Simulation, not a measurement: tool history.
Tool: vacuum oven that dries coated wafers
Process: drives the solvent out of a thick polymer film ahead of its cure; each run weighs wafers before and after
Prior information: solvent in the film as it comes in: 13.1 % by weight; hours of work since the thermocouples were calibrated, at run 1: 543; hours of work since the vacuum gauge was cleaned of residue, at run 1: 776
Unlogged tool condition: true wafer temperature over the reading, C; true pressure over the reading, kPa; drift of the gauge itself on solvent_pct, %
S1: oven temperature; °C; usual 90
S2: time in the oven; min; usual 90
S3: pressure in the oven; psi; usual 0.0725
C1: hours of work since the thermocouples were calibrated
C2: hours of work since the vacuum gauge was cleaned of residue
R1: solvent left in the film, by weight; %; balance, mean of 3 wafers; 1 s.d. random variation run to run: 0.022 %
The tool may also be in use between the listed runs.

run	day	S1	S2	S3	C1	C2	R1
1	0.000	90	90	0.0725	543	776	1.17
2	1.142	90	90	0.0725	562	796	1.22
3	2.150	90	90	0.0725	579	813	1.23
4	3.054	90	90	0.0725	595	828	1.21
5	4.350	90	90	0.0725	616	849	1.26
6	5.375	90	90	0.0725	633	867	1.26
7	6.308	90	90	0.0434	649	882	1.09
8	7.367	90	90	0.1434	667	900	1.62
9	8.138	100	90	0.0725	680	913	0.50
10	9.212	100	90	0.0725	698	931	0.52
11	10.462	100	90	0.0725	719	952	0.54
12	11.754	100	90	0.0725	741	974	0.51
13	12.517	100	90	0.0725	753	986	0.51
14	13.721	90	90	0.0725	773	1007	1.31
15	14.646	90	90	0.0725	789	1022	1.27
16	15.375	90	90	0.0725	801	1034	1.38
17	16.567	90	90	0.0725	821	1054	1.35
18	17.200	90	90	0.0725	832	1065	1.38
19	18.333	90	90	0.0725	851	1084	1.37
20	19.588	90	90	0.0512	872	1105	1.24
21	20.221	90	90	0.0512	883	1116	1.26
22	21.146	90	141	0.0512	898	1131	0.75
23	21.962	90	141	0.0512	912	1145	0.74
24	22.925	90	141	0.0512	928	1161	0.74
25	23.512	90	141	0.0512	938	1171	0.70
26	24.250	90	141	0.0512	950	1183	0.70
27	25.088	81	132	0.0512	964	1197	1.82
28	26.079	86	63	0.0725	981	1214	3.09
29	27.350	86	63	0.0725	1002	1235	3.08
30	27.900	86	63	0.0725	1011	1245	3.15
31	29.067	80	61	0.2413	1031	1264	5.73
# day 29.712: vacuum gauge cleaned of residue and calibrated
32	30.046	90	77	0.0512	1046	6	1.36
33	31.233	90	61	0.1858	1066	26	2.65
34	32.104	90	90	0.1693	1081	40	1.68
35	32.650	93	90	0.1693	1090	49	1.28
36	33.242	86	90	0.2265	1100	59	2.65
37	34.150	86	90	0.2265	1115	74	2.67
38	35.129	96	90	0.0364	1132	91	0.44
39	35.808	96	90	0.0364	1143	102	0.40
40	36.467	77	105	0.1420	1154	113	3.75
41	37.325	77	105	0.1420	1168	128	3.81
42	38.000	77	105	0.0982	1180	139	3.51
43	39.129	77	105	0.0982	1199	158	3.49
44	40.033	77	105	0.1384	1214	173	3.82
45	40.883	77	105	0.1384	1228	187	3.81
46	41.412	89	106	0.0725	1237	196	1.02
47	42.462	89	106	0.0725	1255	214	1.09

Pick out some run-to-run changes in R1. Of each, how much would a tool without hidden state show as well, from the settings, what came in and chance, and how much is left for the hidden state and any gauge scatter not in both results compared?
Run 31 -> 32: S1 80 -> 90, S2 61 -> 77, S3 0.2413 -> 0.0512, vacuum gauge cleaned of residue and calibrated. R1 -4.37 %: hidden state -0.50, all else -3.87.
Run 39 -> 40: S1 96 -> 77, S2 90 -> 105, S3 0.0364 -> 0.1420. R1 +3.35 %: hidden state +0.35, all else +3.00.
Run 45 -> 46: S1 77 -> 89, S2 105 -> 106, S3 0.1384 -> 0.0725. R1 -2.79 %: hidden state -0.27, all else -2.52.
